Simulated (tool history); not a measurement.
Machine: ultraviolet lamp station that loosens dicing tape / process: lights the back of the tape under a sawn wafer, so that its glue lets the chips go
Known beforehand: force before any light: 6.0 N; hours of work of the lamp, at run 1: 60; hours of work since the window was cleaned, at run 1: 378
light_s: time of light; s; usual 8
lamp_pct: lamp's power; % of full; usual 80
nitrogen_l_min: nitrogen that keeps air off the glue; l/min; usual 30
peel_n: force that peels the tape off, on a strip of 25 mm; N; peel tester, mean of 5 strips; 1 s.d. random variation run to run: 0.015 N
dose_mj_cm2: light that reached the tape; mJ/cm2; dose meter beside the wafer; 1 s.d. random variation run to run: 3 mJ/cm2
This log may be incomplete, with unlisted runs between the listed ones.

run	hour	light_s	lamp_pct	nitrogen_l_min	hours of work of the lamp	hours of work since the window was cleaned	peel_n	dose_mj_cm2
1	0	8	80	30	60	378	0.784	423
2	9.8	8	80	37	65	383	0.67	421
3	14.3	8	80	30	67	385	0.769	423
4	20.3	8	80	30	70	388	0.805	423
5	27.8	6	80	30	74	392	1.257	316
6	32.6	8	80	39	76	394	0.689	419
7	40.8	8	80	39	80	398	0.689	420
8	47.1	6	77	30	83	401	1.334	304

What will run 9 give?
9	52.5	6	77	30	86	404	?	?

Run 9 produced peel_n 1.313 N, dose_mj_cm2 306 mJ/cm2.
Minus the tool's unlogged condition, the same run would have read peel_n 1.224 N, dose_mj_cm2 321 mJ/cm2.

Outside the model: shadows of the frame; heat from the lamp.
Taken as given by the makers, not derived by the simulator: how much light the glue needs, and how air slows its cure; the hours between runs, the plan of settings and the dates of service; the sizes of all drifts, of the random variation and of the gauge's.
